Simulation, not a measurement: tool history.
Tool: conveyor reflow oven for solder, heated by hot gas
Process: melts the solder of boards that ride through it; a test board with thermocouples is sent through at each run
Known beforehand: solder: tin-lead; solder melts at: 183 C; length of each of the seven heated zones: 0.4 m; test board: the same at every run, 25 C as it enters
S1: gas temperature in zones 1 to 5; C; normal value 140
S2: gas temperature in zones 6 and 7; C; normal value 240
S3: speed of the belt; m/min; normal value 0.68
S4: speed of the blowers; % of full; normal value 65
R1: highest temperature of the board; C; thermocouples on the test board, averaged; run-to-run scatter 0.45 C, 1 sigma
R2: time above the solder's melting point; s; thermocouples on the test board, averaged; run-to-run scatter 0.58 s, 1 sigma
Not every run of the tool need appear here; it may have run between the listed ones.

Run 1, hour 0: usual settings. Result: R1 212.5 C, R2 48.3 s.
Run 2, hour 13.1: usual settings but S4 61 % of full. Result: R1 210.2 C, R2 45.5 s.
Run 3, hour 26.5: usual settings. Result: R1 212.4 C, R2 47.5 s.
Run 4, hour 39: usual settings. Result: R1 211.8 C, R2 47.3 s.
Run 5, hour 50.3: usual settings. Result: R1 212 C, R2 47.6 s.
Run 6, hour 65.5: usual settings. Result: R1 212.4 C, R2 47.7 s.
Run 7, hour 79.9: usual settings. Result: R1 211.4 C, R2 47.2 s.
Run 8, hour 89.2: usual settings but S2 241 C. Result: R1 212.3 C, R2 49.2 s.
Run 9, hour 105.8: usual settings but S2 241 C. Result: R1 212.2 C, R2 48.2 s.
Run 10, hour 121.7: usual settings but S2 241 C. Result: R1 212.1 C, R2 48.7 s.
Run 11, hour 135.3: usual settings but S1 135 C. Result: R1 209.7 C, R2 44 s.
Run 12, hour 149.4: usual settings but S1 135 C. Result: R1 210.1 C, R2 44.1 s.
Run 13, hour 157.4: usual settings but S1 135 C. Result: R1 210.6 C, R2 43 s.
Run 14, hour 174.4: usual settings but S1 135 C. Result: R1 210.7 C, R2 44.5 s.
Run 15, hour 182: usual settings but S1 148 C. Result: R1 213.7 C, R2 51.4 s.
Run 16, hour 195.2: usual settings but S1 148 C, S2 251 C, S3 0.607 m/min. Result: R1 226.2 C, R2 70 s.
Run 17, hour 208.8: usual settings but S1 148 C, S2 248 C, S3 0.607 m/min. Result: R1 224.5 C, R2 68.2 s.
Run 18, hour 224.6: usual settings but S1 148 C, S2 248 C, S3 0.607 m/min. Result: R1 224 C, R2 68.2 s.
Run 19, hour 236.6: usual settings but S1 148 C, S2 248 C, S3 0.607 m/min. Result: R1 223.6 C, R2 66.6 s.
Run 20, hour 255: usual settings but S1 148 C, S2 248 C, S3 0.607 m/min. Result: R1 224.6 C, R2 67.2 s.
Run 21, hour 268.1: usual settings but S3 0.756 m/min. Result: R1 206.4 C, R2 37.2 s.
Run 22, hour 284.7: usual settings but S1 134 C, S4 72 % of full. Result: R1 212.2 C, R2 46.2 s.
Run 23, hour 294.4: usual settings but S2 230 C, S4 55 % of full. Result: R1 197.5 C, R2 29.9 s.
Run 24, hour 303.3: usual settings but S3 0.662 m/min, S4 51 % of full. Result: R1 203.9 C, R2 38.3 s.
Run 25, hour 311.7: usual settings but S1 126 C, S3 0.643 m/min, S4 51 % of full. Result: R1 200.4 C, R2 32.7 s.
Run 26, hour 327.3: usual settings but S1 149 C. Result: R1 213.2 C, R2 52.3 s.
Run 27, hour 342.9: usual settings but S2 253 C. Result: R1 219.7 C, R2 54.4 s.
Run 28, hour 352.5: usual settings but S2 248 C, S3 0.702 m/min, S4 73 % of full. Result: R1 218.8 C, R2 52.1 s.
Run 29, hour 365: usual settings but S1 138 C, S2 253 C. Result: R1 219.2 C, R2 52.7 s.
Run 30, hour 378.2: usual settings but S1 136 C, S2 247 C, S3 0.672 m/min, S4 66 % of full. Result: R1 214.2 C, R2 49.5 s.

Below, each run's measurement less what the same run would have read without the hidden state. Both values contain the same run-to-run variation, but the gauge's scatter may not be the same in both:
The hidden state here: heat that the gas passes to the board, % of a clean oven's; belt's true speed, % of the reading; true gas temperature in zones 6 and 7 over the reading, C; drift of the gauge itself on peak_c, C; drift of the gauge itself on liquid_s, %.
run    R1    R2
  1  -0.9  -0.7
  2  -0.9  -0.8
  3    -1  -0.8
  4  -1.1  -0.9
  5  -1.2  -0.9
  6  -1.3    -1
  7  -1.3  -1.1
  8  -1.4  -1.1
  9  -1.5  -1.2
 10  -1.6  -1.3
 11  -1.7  -1.5
 12  -1.8  -1.6
 13  -1.8  -1.6
 14  -1.9  -1.7
 15  -1.9  -1.4
 16    -2    -1
 17    -2  -1.1
 18  -2.1  -1.1
 19  -2.2  -1.1
 20  -2.3  -1.2
 21  -2.6  -2.4
 22  -2.8  -2.2
 23  -2.3  -3.2
 24  -2.3  -2.7
 25  -2.5  -3.1
 26  -2.7  -2.3
 27  -3.2    -2
 28  -3.3  -2.2
 29  -3.3  -2.1
 30  -3.3  -2.5

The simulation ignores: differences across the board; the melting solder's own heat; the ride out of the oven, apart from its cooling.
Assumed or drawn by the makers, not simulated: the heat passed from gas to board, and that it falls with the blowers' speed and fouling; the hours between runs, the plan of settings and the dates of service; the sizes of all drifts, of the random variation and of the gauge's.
